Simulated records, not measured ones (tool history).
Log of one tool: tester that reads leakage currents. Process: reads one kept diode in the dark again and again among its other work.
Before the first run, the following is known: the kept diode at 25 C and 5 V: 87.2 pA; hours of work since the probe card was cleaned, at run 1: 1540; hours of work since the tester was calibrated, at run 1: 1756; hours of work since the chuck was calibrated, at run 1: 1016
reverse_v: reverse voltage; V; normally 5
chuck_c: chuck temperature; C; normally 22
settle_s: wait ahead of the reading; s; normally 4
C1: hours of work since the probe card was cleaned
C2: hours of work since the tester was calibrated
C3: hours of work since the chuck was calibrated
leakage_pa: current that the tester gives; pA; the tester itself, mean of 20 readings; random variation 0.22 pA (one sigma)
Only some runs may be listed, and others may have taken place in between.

Run 1, day 0: usual settings; C1 1540; C2 1756; C3 1016. Result: leakage_pa 83.28 pA.
At day 5.367: chuck's temperature calibrated.
Run 2, day 11.688: usual settings; C1 1707; C2 1922; C3 91. Result: leakage_pa 81.32 pA.
Run 3, day 21.204: usual settings but settle_s 1.33 s; C1 1843; C2 2059; C3 227. Result: leakage_pa 83.09 pA.
At day 30.779: probe card cleaned and baked.
Run 4, day 32.558: usual settings but settle_s 1.33 s; C1 25; C2 2220; C3 388. Result: leakage_pa 71.51 pA.
Run 5, day 40.283: usual settings; C1 136; C2 2330; C3 499. Result: leakage_pa 72.09 pA.
Run 6, day 50.092: usual settings; C1 277; C2 2471; C3 639. Result: leakage_pa 73.27 pA.
Run 7, day 62.021: usual settings; C1 448; C2 2642; C3 810. Result: leakage_pa 74.38 pA.
Run 8, day 70.421: usual settings; C1 568; C2 2763; C3 931. Result: leakage_pa 75.98 pA.
Run 9, day 78.321: usual settings; C1 681; C2 2876; C3 1044. Result: leakage_pa 77.01 pA.
At day 82.183: chuck's temperature calibrated.
Run 10, day 90.225: usual settings; C1 851; C2 3045; C3 115. Result: leakage_pa 73.7 pA.
Run 11, day 100.104: usual settings but chuck_c 47 C; C1 993; C2 3187; C3 257. Result: leakage_pa 387.11 pA.
Run 12, day 105.308: usual settings; C1 1067; C2 3261; C3 331. Result: leakage_pa 75.42 pA.
Run 13, day 113.962: usual settings; C1 1191; C2 3385; C3 456. Result: leakage_pa 76.66 pA.
Run 14, day 125.571: usual settings; C1 1358; C2 3552; C3 622. Result: leakage_pa 79.02 pA.
Run 15, day 135.258: usual settings; C1 1496; C2 3691; C3 761. Result: leakage_pa 79.99 pA.
At day 137.904: tester calibrated.
Run 16, day 146.2: usual settings; C1 1652; C2 119; C3 916. Result: leakage_pa 83.33 pA.
Run 17, day 155.012: usual settings but chuck_c 46 C; C1 1778; C2 245; C3 1043. Result: leakage_pa 391.58 pA.
At day 158.621: chuck's temperature calibrated.
Run 18, day 163.542: usual settings but reverse_v 4.34 V, chuck_c 34 C; C1 1899; C2 366; C3 71. Result: leakage_pa 165.65 pA.
At day 168.95: probe card cleaned and baked.
Run 19, day 173.488: usual settings but reverse_v 1.28 V, chuck_c 34 C, settle_s 0.41 s; C1 65; C2 507; C3 211. Result: leakage_pa 88.12 pA.
Run 20, day 185.025: usual settings but chuck_c 27 C, settle_s 2.61 s; C1 230; C2 672; C3 377. Result: leakage_pa 104.3 pA.
Run 21, day 193.033: usual settings but settle_s 7.27 s; C1 345; C2 787; C3 492. Result: leakage_pa 73.67 pA.
Run 22, day 198.7: usual settings but reverse_v 3.05 V, chuck_c 47 C, settle_s 1.01 s; C1 426; C2 869; C3 573. Result: leakage_pa 316.5 pA.
Run 23, day 209.95: usual settings but reverse_v 3.05 V, chuck_c 47 C, settle_s 1.01 s; C1 588; C2 1030; C3 734. Result: leakage_pa 319.91 pA.
Run 24, day 219.725: usual settings but reverse_v 2.08 V, chuck_c 32 C, settle_s 0.44 s; C1 728; C2 1170; C3 874. Result: leakage_pa 100.34 pA.
Run 25, day 227.929: usual settings but reverse_v 6.18 V, chuck_c 48 C, settle_s 3.33 s; C1 845; C2 1288; C3 992. Result: leakage_pa 483.61 pA.

Here are 4 independent what-if runs from the current tool condition. What would each one return?
Run A, day 232.775: usual settings but reverse_v 6.46 V, chuck_c 44 C, settle_s 3.33 s; C1 915; C2 1357; C3 1061. Result: leakage_pa ?.
Run B, day 232.775: usual settings but reverse_v 1.29 V; C1 915; C2 1357; C3 1061. Result: leakage_pa ?.
Run C, day 232.775: usual settings but chuck_c 51 C, settle_s 7.53 s; C1 915; C2 1357; C3 1061. Result: leakage_pa ?.
Run D, day 232.775: usual settings but reverse_v 6.18 V, chuck_c 34 C, settle_s 3.33 s; C1 915; C2 1357; C3 1061. Result: leakage_pa ?.

run  leakage_pa
  A      386.58
  B       39.98
  C      524.49
  D      199.07
With the hidden condition removed and each run's random variation left untouched, the same runs would have given:
run  leakage_pa
  A      364.55
  B       36.76
  C       499.7
  D      184.06

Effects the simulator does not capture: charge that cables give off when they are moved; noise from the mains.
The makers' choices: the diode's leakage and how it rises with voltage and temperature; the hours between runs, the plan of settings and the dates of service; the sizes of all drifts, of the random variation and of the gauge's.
